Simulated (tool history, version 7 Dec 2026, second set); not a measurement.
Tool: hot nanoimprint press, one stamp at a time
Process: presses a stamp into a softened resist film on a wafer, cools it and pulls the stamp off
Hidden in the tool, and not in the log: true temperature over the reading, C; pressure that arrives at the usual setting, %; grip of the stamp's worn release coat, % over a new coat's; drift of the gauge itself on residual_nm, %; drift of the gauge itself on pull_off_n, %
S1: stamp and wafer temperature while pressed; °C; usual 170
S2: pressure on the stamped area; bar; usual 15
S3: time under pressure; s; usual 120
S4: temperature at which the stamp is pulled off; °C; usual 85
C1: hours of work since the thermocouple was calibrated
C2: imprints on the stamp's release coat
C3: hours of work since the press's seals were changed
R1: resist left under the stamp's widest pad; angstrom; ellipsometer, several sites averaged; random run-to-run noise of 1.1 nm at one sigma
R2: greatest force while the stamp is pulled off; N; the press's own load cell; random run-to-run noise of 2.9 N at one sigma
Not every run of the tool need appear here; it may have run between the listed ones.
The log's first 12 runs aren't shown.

run,hour,S1,S2,S3,S4,C1,C2,C3,R1,R2
13,493.1,170,15,120,85,284,865,1086,1661,142
# hour 502.8: stamp cleaned and given a new release coat
14,534.8,170,15,120,85,304,102,1107,1659,139
15,561.3,170,15,120,85,320,187,1122,1649,139
16,589.6,170,15,120,85,336,278,1139,1671,137
17,629.7,165,14.6,104,85,360,406,1162,2363,137
18,675.1,165,15.4,104,85,386,552,1189,2331,141
# hour 701.7: plate thermocouple calibrated
19,719.5,165,15.4,104,85,10,685,1213,2363,141
20,743.4,182,11.5,194,85,24,761,1227,698,144
# hour 756.9: press's hydraulic seals changed and the load cell set to zero
# hour 795.5: stamp cleaned and given a new release coat
21,802.8,182,10.5,194,85,51,24,23,723,144

Estimate the outcome of run 22 from the log above:
22,849.8,182,10.5,194,85,78,174,51,?,?

R1: 728 angstrom
R2: 144 N
The same run, on a tool lacking any hidden state, would have yielded R1 729 angstrom, R2 144 N.
